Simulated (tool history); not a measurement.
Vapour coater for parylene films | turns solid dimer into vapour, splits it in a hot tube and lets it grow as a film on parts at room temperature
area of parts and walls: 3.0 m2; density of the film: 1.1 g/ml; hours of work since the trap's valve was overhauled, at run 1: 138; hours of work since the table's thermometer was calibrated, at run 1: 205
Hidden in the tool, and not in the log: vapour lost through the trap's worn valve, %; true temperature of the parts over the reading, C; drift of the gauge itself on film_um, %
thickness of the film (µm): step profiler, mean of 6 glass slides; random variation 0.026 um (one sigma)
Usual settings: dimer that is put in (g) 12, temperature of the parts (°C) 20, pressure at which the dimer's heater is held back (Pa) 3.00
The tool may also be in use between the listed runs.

| run | hour | dimer that is put in (g) | temperature of the parts (°C) | pressure at which the dimer's heater is held back (Pa) | hours of work since the trap's valve was overhauled | hours of work since the table's thermometer was calibrated | thickness of the film (µm) |
|---|---|---|---|---|---|---|---|
| 1 | 0.0 | 12 | 20 | 3.00 | 138 | 205 | 2.00 |
| 2 | 14.8 | 12 | 20 | 11.84 | 146 | 214 | 1.52 |
| 3 | 29.7 | 12 | 20 | 3.00 | 155 | 222 | 2.02 |
| 4 | 42.8 | 8 | 20 | 3.00 | 163 | 230 | 1.29 |
| 5 | 56.8 | 8 | 20 | 3.00 | 171 | 238 | 1.33 |
| 6 | 68.7 | 8 | 20 | 3.00 | 178 | 245 | 1.30 |
| 7 | 80.0 | 8 | 20 | 3.00 | 184 | 251 | 1.32 |
| 8 | 95.0 | 8 | 20 | 3.00 | 193 | 260 | 1.34 |
| 9 | 110.6 | 8 | 20 | 3.00 | 202 | 269 | 1.35 |
| 10 | 120.7 | 12 | 20 | 3.00 | 208 | 275 | 1.94 |
| 11 | 136.4 | 6 | 20 | 3.00 | 217 | 284 | 1.00 |
| 12 | 145.7 | 6 | 20 | 3.00 | 222 | 290 | 0.93 |
| 13 | 160.3 | 13 | 20 | 3.00 | 231 | 298 | 2.13 |
| 14 | 168.4 | 13 | 20 | 3.00 | 235 | 303 | 2.10 |
| 15 | 183.2 | 13 | 20 | 3.00 | 244 | 311 | 2.12 |
| 16 | 195.0 | 8 | 16 | 6.57 | 251 | 318 | 1.34 |
| 17 | 203.3 | 7 | 17 | 2.03 | 256 | 323 | 1.42 |
| 18 | 213.0 | 12 | 20 | 7.39 | 261 | 329 | 1.67 |
| 19 | 220.1 | 18 | 26 | 2.85 | 265 | 333 | 2.26 |
| 20 | 232.3 | 5 | 14 | 2.04 | 272 | 340 | 1.09 |
| 21 | 245.1 | 12 | 30 | 10.95 | 280 | 347 | 0.96 |
| 22 | 261.9 | 14 | 29 | 2.44 | 290 | 357 | 1.61 |
| 23 | 268.9 | 14 | 28 | 2.44 | 294 | 361 | 1.67 |
| 24 | 281.8 | 14 | 28 | 2.44 | 301 | 369 | 1.72 |
| 25 | 289.1 | 14 | 28 | 2.44 | 305 | 373 | 1.65 |
| 26 | 304.9 | 5 | 13 | 6.01 | 315 | 382 | 0.90 |
| 27 | 320.1 | 10 | 20 | 5.11 | 323 | 391 | 1.43 |
| 28 | 328.9 | 21 | 18 | 2.68 | 328 | 396 | 3.66 |
| 29 | 337.4 | 21 | 18 | 2.68 | 333 | 401 | 3.62 |

3 ways to go on from here, each from the tool as it stands after run 29. What would each give?
| A | 352.3 | 10 | 18 | 2.68 | 342 | 409 | ? |
| B | 352.3 | 6 | 24 | 3.00 | 342 | 409 | ? |
| C | 352.3 | 17 | 26 | 3.59 | 342 | 409 | ? |

| run | thickness of the film (µm) |
|---|---|
| A | 1.75 |
| B | 0.77 |
| C | 2.02 |
Without the tool's hidden state the same runs would have given:
| run | thickness of the film (µm) |
|---|---|
| A | 1.92 |
| B | 0.85 |
| C | 2.20 |

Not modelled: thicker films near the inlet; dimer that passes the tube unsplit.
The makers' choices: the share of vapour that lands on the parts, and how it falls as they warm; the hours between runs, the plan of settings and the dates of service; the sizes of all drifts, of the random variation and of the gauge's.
